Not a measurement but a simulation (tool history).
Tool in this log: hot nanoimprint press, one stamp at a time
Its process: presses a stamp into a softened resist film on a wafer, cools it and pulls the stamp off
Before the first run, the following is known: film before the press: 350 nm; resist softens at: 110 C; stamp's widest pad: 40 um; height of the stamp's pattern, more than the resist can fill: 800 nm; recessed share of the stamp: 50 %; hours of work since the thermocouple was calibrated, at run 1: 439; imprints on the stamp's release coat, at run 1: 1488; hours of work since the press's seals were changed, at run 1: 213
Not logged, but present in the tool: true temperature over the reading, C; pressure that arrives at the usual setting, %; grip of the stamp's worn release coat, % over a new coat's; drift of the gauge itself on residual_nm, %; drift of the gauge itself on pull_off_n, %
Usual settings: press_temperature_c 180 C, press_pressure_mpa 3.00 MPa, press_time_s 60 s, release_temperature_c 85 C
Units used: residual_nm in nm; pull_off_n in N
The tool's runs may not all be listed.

| run | hour | press_temperature_c | press_pressure_mpa | press_time_s | release_temperature_c | hours of work since the thermocouple was calibrated | imprints on the stamp's release coat | hours of work since the press's seals were changed | residual_nm | pull_off_n |
|---|---|---|---|---|---|---|---|---|---|---|
| 1 | 0.0 | 180 | 3.00 | 60 | 85 | 439 | 1488 | 213 | 139.0 | 133 |
| 2 | 22.6 | 180 | 3.00 | 60 | 85 | 451 | 1580 | 225 | 138.4 | 145 |
| 3 | 40.9 | 180 | 3.00 | 60 | 85 | 461 | 1655 | 234 | 136.8 | 140 |
| 4 | 63.8 | 180 | 3.00 | 60 | 85 | 473 | 1748 | 246 | 137.5 | 145 |
|  | 76.6 | stamp cleaned and given a new release coat |
| 5 | 93.6 | 180 | 2.48 | 60 | 85 | 485 | 70 | 259 | 150.1 | 96 |
| 6 | 104.5 | 180 | 2.48 | 60 | 85 | 491 | 114 | 265 | 151.7 | 99 |
| 7 | 124.6 | 180 | 3.00 | 82 | 85 | 502 | 196 | 275 | 120.7 | 101 |
| 8 | 146.5 | 180 | 3.00 | 82 | 85 | 513 | 286 | 287 | 121.2 | 101 |
| 9 | 165.3 | 180 | 3.78 | 60 | 85 | 523 | 363 | 297 | 121.0 | 103 |
| 10 | 176.8 | 180 | 3.78 | 60 | 85 | 529 | 410 | 303 | 120.7 | 105 |
| 11 | 195.5 | 180 | 3.78 | 60 | 85 | 539 | 486 | 313 | 122.1 | 112 |
| 12 | 220.0 | 189 | 3.00 | 60 | 85 | 552 | 587 | 326 | 93.2 | 110 |
| 13 | 232.9 | 181 | 2.66 | 80 | 91 | 558 | 639 | 332 | 121.8 | 93 |
|  | 245.0 | plate thermocouple calibrated |
| 14 | 259.9 | 171 | 4.03 | 60 | 86 | 8 | 737 | 345 | 195.6 | 122 |
| 15 | 278.0 | 171 | 2.04 | 60 | 73 | 17 | 811 | 354 | 241.0 | 152 |
| 16 | 291.0 | 171 | 2.04 | 60 | 73 | 24 | 864 | 361 | 243.5 | 156 |
| 17 | 311.1 | 181 | 3.32 | 96 | 72 | 35 | 946 | 372 | 113.2 | 165 |
| 18 | 324.5 | 181 | 3.32 | 96 | 72 | 42 | 1001 | 379 | 113.1 | 167 |
| 19 | 343.3 | 180 | 4.77 | 61 | 85 | 52 | 1078 | 389 | 118.7 | 131 |
| 20 | 356.2 | 180 | 4.77 | 61 | 85 | 59 | 1131 | 396 | 119.7 | 135 |
| 21 | 375.8 | 188 | 3.00 | 60 | 71 | 69 | 1211 | 406 | 105.5 | 176 |
| 22 | 390.3 | 188 | 3.00 | 60 | 71 | 76 | 1270 | 413 | 106.0 | 181 |
| 23 | 407.9 | 173 | 2.53 | 81 | 76 | 86 | 1342 | 423 | 191.6 | 166 |
| 24 | 426.0 | 178 | 3.00 | 64 | 85 | 95 | 1416 | 432 | 157.2 | 135 |

Below are 5 alternative next runs, each starting from the tool's condition after run 24. Predict each:
| A | 446.3 | 180 | 3.00 | 60 | 74 | 106 | 1499 | 443 | ? | ? |
| B | 446.3 | 171 | 3.00 | 64 | 85 | 106 | 1499 | 443 | ? | ? |
| C | 446.3 | 178 | 3.00 | 70 | 85 | 106 | 1499 | 443 | ? | ? |
| D | 446.3 | 180 | 2.07 | 63 | 82 | 106 | 1499 | 443 | ? | ? |
| E | 446.3 | 178 | 4.34 | 64 | 85 | 106 | 1499 | 443 | ? | ? |

| run | residual_nm | pull_off_n |
|---|---|---|
| A | 147.5 | 172 |
| B | 209.1 | 145 |
| C | 152.6 | 137 |
| D | 170.3 | 153 |
| E | 132.5 | 139 |
Without the tool's unlogged condition, the same runs would have read:
| run | residual_nm | pull_off_n |
|---|---|---|
| A | 149.4 | 117 |
| B | 211.7 | 100 |
| C | 154.6 | 94 |
| D | 172.6 | 105 |
| E | 134.1 | 96 |
